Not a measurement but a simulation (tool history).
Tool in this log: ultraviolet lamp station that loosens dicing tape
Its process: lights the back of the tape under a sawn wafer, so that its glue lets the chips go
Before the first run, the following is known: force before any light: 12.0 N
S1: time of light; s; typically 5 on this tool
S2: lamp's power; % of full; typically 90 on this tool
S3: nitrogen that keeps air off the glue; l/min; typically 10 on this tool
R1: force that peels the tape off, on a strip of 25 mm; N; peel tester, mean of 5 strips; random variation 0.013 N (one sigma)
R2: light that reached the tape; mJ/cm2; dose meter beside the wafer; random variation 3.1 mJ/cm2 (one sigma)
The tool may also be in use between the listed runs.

run 1 hour=0.0 | S1=5 S2=90 S3=10 | R1=0.577 R2=476
run 2 hour=17.7 | S1=5 S2=90 S3=10 | R1=0.575 R2=480
run 3 hour=32.5 | S1=5 S2=90 S3=10 | R1=0.583 R2=479
run 4 hour=44.0 | S1=5 S2=90 S3=10 | R1=0.575 R2=474
run 5 hour=55.3 | S1=5 S2=90 S3=9 | R1=0.625 R2=475
run 6 hour=66.1 | S1=5 S2=90 S3=9 | R1=0.612 R2=473
run 7 hour=78.7 | S1=5 S2=90 S3=4 | R1=1.264 R2=469
run 8 hour=96.5 | S1=5 S2=90 S3=4 | R1=1.285 R2=473
run 9 hour=115.1 | S1=5 S2=90 S3=4 | R1=1.318 R2=474
run 10 hour=133.7 | S1=5 S2=90 S3=4 | R1=1.281 R2=471
run 11 hour=152.2 | S1=5 S2=90 S3=4 | R1=1.302 R2=475
run 12 hour=169.7 | S1=5 S2=76 S3=10 | R1=0.831 R2=403
run 13 hour=187.4 | S1=5 S2=76 S3=10 | R1=0.835 R2=399
run 14 hour=197.5 | S1=5 S2=76 S3=10 | R1=0.852 R2=402
run 15 hour=209.8 | S1=5 S2=87 S3=10 | R1=0.634 R2=454
run 16 hour=219.8 | S1=5 S2=71 S3=10 | R1=0.978 R2=377
run 17 hour=228.0 | S1=5 S2=71 S3=6 | R1=1.498 R2=378
run 18 hour=240.3 | S1=9 S2=63 S3=6 | R1=0.561 R2=603
run 19 hour=253.9 | S1=9 S2=85 S3=6 | R1=0.308 R2=799
run 20 hour=263.4 | S1=5 S2=83 S3=4 | R1=1.595 R2=440
run 21 hour=283.0 | S1=5 S2=83 S3=4 | R1=1.508 R2=436
run 22 hour=297.1 | S1=5 S2=94 S3=3 | R1=1.524 R2=498
run 23 hour=309.5 | S1=5 S2=89 S3=4 | R1=1.295 R2=470
run 24 hour=326.2 | S1=5 S2=89 S3=4 | R1=1.335 R2=473
run 25 hour=334.4 | S1=7 S2=81 S3=5 | R1=0.654 R2=602
run 26 hour=344.5 | S1=7 S2=81 S3=5 | R1=0.640 R2=603
run 27 hour=356.9 | S1=7 S2=81 S3=5 | R1=0.657 R2=599
run 28 hour=371.3 | S1=5 S2=60 S3=4 | R1=2.546 R2=321
run 29 hour=388.1 | S1=10 S2=60 S3=9 | R1=0.365 R2=633
run 30 hour=399.1 | S1=4 S2=78 S3=12 | R1=1.126 R2=328

Each row is a separate what-if for the run after 30, all from the same tool condition, not one after another. Results?
run A hour=409.7 | S1=2 S2=89 S3=10 | R1=? R2=?
run B hour=409.7 | S1=4 S2=96 S3=3 | R1=? R2=?
run C hour=409.7 | S1=3 S2=81 S3=5 | R1=? R2=?

run=A R1=3.268 R2=186
run=B R1=2.165 R2=404
run=C R1=3.114 R2=259
Without the tool's unlogged condition, the same runs would have read:
run=A R1=3.263 R2=186
run=B R1=2.161 R2=405
run=C R1=3.109 R2=259
